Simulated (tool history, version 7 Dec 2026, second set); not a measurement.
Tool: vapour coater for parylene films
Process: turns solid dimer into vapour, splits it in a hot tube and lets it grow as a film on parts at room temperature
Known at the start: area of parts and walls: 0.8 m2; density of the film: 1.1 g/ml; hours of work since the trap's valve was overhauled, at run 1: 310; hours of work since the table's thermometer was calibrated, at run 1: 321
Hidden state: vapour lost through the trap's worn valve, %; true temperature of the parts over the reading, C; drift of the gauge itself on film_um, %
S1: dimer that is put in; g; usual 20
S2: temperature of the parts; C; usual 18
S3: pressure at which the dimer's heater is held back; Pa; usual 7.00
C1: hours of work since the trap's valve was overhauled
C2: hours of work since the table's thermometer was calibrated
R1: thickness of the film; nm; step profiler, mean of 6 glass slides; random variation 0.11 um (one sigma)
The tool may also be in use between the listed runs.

{"run": 1, "hour": 0.0, "S1": 20, "S2": 18, "S3": 7.0, "C1": 310, "C2": 321, "R1": 12200}
{"run": 2, "hour": 15.7, "S1": 20, "S2": 18, "S3": 7.59, "C1": 321, "C2": 332, "R1": 12070}
{"run": 3, "hour": 41.8, "S1": 20, "S2": 20, "S3": 7.0, "C1": 340, "C2": 350, "R1": 11360}
{"run": 4, "hour": 70.1, "S1": 20, "S2": 20, "S3": 7.0, "C1": 359, "C2": 370, "R1": 11260}
{"run": 5, "hour": 99.3, "S1": 20, "S2": 20, "S3": 7.0, "C1": 380, "C2": 391, "R1": 11210}
{"run": 6, "hour": 115.7, "S1": 20, "S2": 20, "S3": 7.0, "C1": 391, "C2": 402, "R1": 11300}
{"run": 7, "hour": 130.4, "S1": 18, "S2": 18, "S3": 7.0, "C1": 401, "C2": 412, "R1": 10810}
{"run": 8, "hour": 163.8, "S1": 18, "S2": 18, "S3": 7.0, "C1": 425, "C2": 436, "R1": 10640}
{"run": 9, "hour": 197.0, "S1": 18, "S2": 18, "S3": 7.0, "C1": 448, "C2": 459, "R1": 10520}
{"run": 10, "hour": 227.3, "S1": 18, "S2": 18, "S3": 7.0, "C1": 469, "C2": 480, "R1": 10690}
{"run": 11, "hour": 251.7, "S1": 20, "S2": 18, "S3": 7.0, "C1": 486, "C2": 497, "R1": 11820}
{"run": 12, "hour": 270.2, "S1": 20, "S2": 10, "S3": 7.0, "C1": 499, "C2": 510, "R1": 15200}
{"hour": 282.8, "done": "trap's valve overhauled"}
{"run": 13, "hour": 302.9, "S1": 20, "S2": 10, "S3": 7.0, "C1": 14, "C2": 530, "R1": 17100}
{"run": 14, "hour": 323.9, "S1": 20, "S2": 10, "S3": 7.0, "C1": 29, "C2": 545, "R1": 17210}
{"run": 15, "hour": 358.3, "S1": 15, "S2": 10, "S3": 7.0, "C1": 53, "C2": 569, "R1": 12730}
{"run": 16, "hour": 387.1, "S1": 28, "S2": 26, "S3": 11.41, "C1": 73, "C2": 589, "R1": 12280}
{"run": 17, "hour": 406.5, "S1": 29, "S2": 26, "S3": 11.41, "C1": 86, "C2": 602, "R1": 12770}
{"run": 18, "hour": 426.7, "S1": 30, "S2": 18, "S3": 7.0, "C1": 101, "C2": 616, "R1": 19080}
{"run": 19, "hour": 462.7, "S1": 30, "S2": 18, "S3": 7.0, "C1": 126, "C2": 642, "R1": 19220}
{"run": 20, "hour": 492.3, "S1": 29, "S2": 18, "S3": 3.73, "C1": 146, "C2": 662, "R1": 20930}
{"run": 21, "hour": 526.8, "S1": 29, "S2": 18, "S3": 3.73, "C1": 170, "C2": 686, "R1": 20930}
{"run": 22, "hour": 547.5, "S1": 27, "S2": 15, "S3": 7.0, "C1": 185, "C2": 701, "R1": 18870}
{"run": 23, "hour": 576.3, "S1": 20, "S2": 18, "S3": 6.7, "C1": 205, "C2": 721, "R1": 12560}
{"run": 24, "hour": 602.2, "S1": 20, "S2": 18, "S3": 4.31, "C1": 223, "C2": 739, "R1": 13640}
{"run": 25, "hour": 635.2, "S1": 20, "S2": 18, "S3": 4.31, "C1": 246, "C2": 762, "R1": 13730}
{"run": 26, "hour": 652.1, "S1": 15, "S2": 18, "S3": 3.31, "C1": 258, "C2": 774, "R1": 10940}
{"run": 27, "hour": 685.0, "S1": 15, "S2": 18, "S3": 3.31, "C1": 281, "C2": 797, "R1": 10740}
{"run": 28, "hour": 708.8, "S1": 16, "S2": 18, "S3": 11.23, "C1": 298, "C2": 814, "R1": 8820}

4 ways to go on from here, each from the tool as it stands after run 28. What would each give?
{"run": "A", "hour": 741.4, "S1": 14, "S2": 19, "S3": 7.0, "C1": 320, "C2": 836, "R1": "?"}
{"run": "B", "hour": 741.4, "S1": 16, "S2": 26, "S3": 11.23, "C1": 320, "C2": 836, "R1": "?"}
{"run": "C", "hour": 741.4, "S1": 16, "S2": 21, "S3": 9.4, "C1": 320, "C2": 836, "R1": "?"}
{"run": "D", "hour": 741.4, "S1": 20, "S2": 18, "S3": 4.89, "C1": 320, "C2": 836, "R1": "?"}

run=A R1=8210
run=B R1=6690
run=C R1=8140
run=D R1=13190
Without the tool's hidden state the same runs would have given:
run=A R1=8960
run=B R1=7290
run=C R1=8870
run=D R1=14380

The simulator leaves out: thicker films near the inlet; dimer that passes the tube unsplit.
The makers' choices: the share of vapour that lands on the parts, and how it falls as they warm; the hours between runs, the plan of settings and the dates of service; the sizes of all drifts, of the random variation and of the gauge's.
